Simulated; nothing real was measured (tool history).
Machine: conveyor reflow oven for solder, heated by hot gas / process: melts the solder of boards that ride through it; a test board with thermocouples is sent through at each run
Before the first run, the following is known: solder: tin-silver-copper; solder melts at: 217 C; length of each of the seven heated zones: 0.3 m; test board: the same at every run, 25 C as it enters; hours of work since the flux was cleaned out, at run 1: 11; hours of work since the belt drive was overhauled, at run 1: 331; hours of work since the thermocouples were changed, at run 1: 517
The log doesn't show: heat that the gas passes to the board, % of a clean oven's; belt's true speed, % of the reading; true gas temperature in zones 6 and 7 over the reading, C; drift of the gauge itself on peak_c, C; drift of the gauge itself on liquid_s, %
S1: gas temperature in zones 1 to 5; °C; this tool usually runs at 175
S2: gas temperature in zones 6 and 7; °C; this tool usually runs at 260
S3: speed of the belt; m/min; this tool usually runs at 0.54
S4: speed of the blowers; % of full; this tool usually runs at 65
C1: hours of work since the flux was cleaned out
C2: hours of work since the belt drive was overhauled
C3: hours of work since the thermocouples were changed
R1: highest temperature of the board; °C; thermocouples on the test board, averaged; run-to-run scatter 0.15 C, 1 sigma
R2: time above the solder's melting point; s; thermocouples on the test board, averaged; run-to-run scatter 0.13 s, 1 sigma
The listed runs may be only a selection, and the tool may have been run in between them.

run,hour,S1,S2,S3,S4,C1,C2,C3,R1,R2
1,0,175,260,0.54,65,11,331,517,244.2,44.8
2,72.3,175,260,0.54,65,55,376,562,244.1,44.6
3,139.3,175,260,0.494,65,96,417,603,246.3,52
4,211.8,175,260,0.494,65,141,461,647,246.2,51.6
# hour 271: flux residue cleaned out of gas plates and filters
5,282.4,175,260,0.494,65,7,501,687,246.4,52.3
6,352.8,175,260,0.54,65,50,544,730,244.2,44.8
7,412.9,175,260,0.54,65,87,581,767,243.6,44.6
# hour 421.6: thermocouples of zones 6 and 7 changed
8,445.6,175,260,0.54,65,106,600,15,244.3,45.3
9,486.9,175,260,0.54,65,131,625,40,244.9,45.2
# hour 562: flux residue cleaned out of gas plates and filters
10,562,175,260,0.628,65,0,668,83,240.3,34.4
11,604.3,175,260,0.628,65,26,694,109,239.9,34.3
12,669.7,175,260,0.628,65,66,734,149,239.7,34.5
13,714.3,175,260,0.628,65,93,761,176,240,34.1
14,786.9,175,260,0.628,65,138,806,220,239.8,33.8
# hour 850.2: flux residue cleaned out of gas plates and filters
15,855,175,255,0.54,65,3,844,259,240.3,42.6
16,904.1,175,255,0.54,65,33,874,289,240.2,42.1
17,941.7,175,254,0.54,89,56,897,312,242.3,44.8

Run 18 comes next. What will it give?
18,1003.2,175,274,0.54,89,94,935,350,?,?

{"run 18": {"R1": 260, "R2": 55.8}}
If the tool had no hidden condition, the same run with the same run-to-run variation would have returned R1 260.7 °C, R2 55.3 s.
